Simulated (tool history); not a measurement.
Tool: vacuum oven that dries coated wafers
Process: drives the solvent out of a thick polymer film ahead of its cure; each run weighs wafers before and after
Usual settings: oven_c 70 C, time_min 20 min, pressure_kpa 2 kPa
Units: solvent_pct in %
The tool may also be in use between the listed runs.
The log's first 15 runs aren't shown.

run   hour  oven_c  time_min  pressure_kpa  hours of work since the thermocouples were calibrated  hours of work since the vacuum gauge was cleaned of residue  solvent_pct
 16  437.9      77        20             2                                                    324                                                           67         1.36
 17  461.3      70        14          1.01                                                    339                                                           82         2.68
 18  488.9      64        14          3.06                                                    356                                                          100         6.46
 19  511.7      83        20           1.5                                                    371                                                          114         0.79
     515.9  -- vacuum gauge cleaned of residue and calibrated, once more
 20  532.5      83        20           1.5                                                    383                                                           11         0.67
 21  555.1      68        31          1.97                                                    397                                                           25         2.07
 22  594.9      68        31          1.97                                                    423                                                           50         2.01
 23  626.8      55        20          7.78                                                    443                                                           70        13.78
 24  645.4      55        20          7.78                                                    455                                                           82        13.46
 25  666.9      55        20          1.55                                                    468                                                           96         7.45
 26    683      55        20          1.55                                                    479                                                          106         7.55
 27  702.3      55        20          1.55                                                    491                                                          118          7.5
 28  720.2      55        13          1.11                                                    502                                                          130         8.67
 29  758.6      55        13          1.11                                                    527                                                          154         8.77
 30  781.2      72        13          5.41                                                    541                                                          169            5
 31  817.6      72        13          5.41                                                    564                                                          192         4.93
 32  850.6      68        25          5.41                                                    585                                                          213         5.11

5 ways to go on from here, each from the tool as it stands after run 32. What would each give?
  A  879.4      59        32          5.03                                                    603                                                          231            ?
  B  879.4      61        15          6.03                                                    603                                                          231            ?
  C  879.4      84        11             2                                                    603                                                          231            ?
  D  879.4      74        28          1.19                                                    603                                                          231            ?
  E  879.4      68        10          1.41                                                    603                                                          231            ?

run  solvent_pct
  A         7.78
  B         9.89
  C         1.08
  D         0.88
  E         4.59
Without the tool's hidden state the same runs would have given:
run  solvent_pct
  A         8.33
  B        10.47
  C         1.14
  D          0.9
  E         5.11
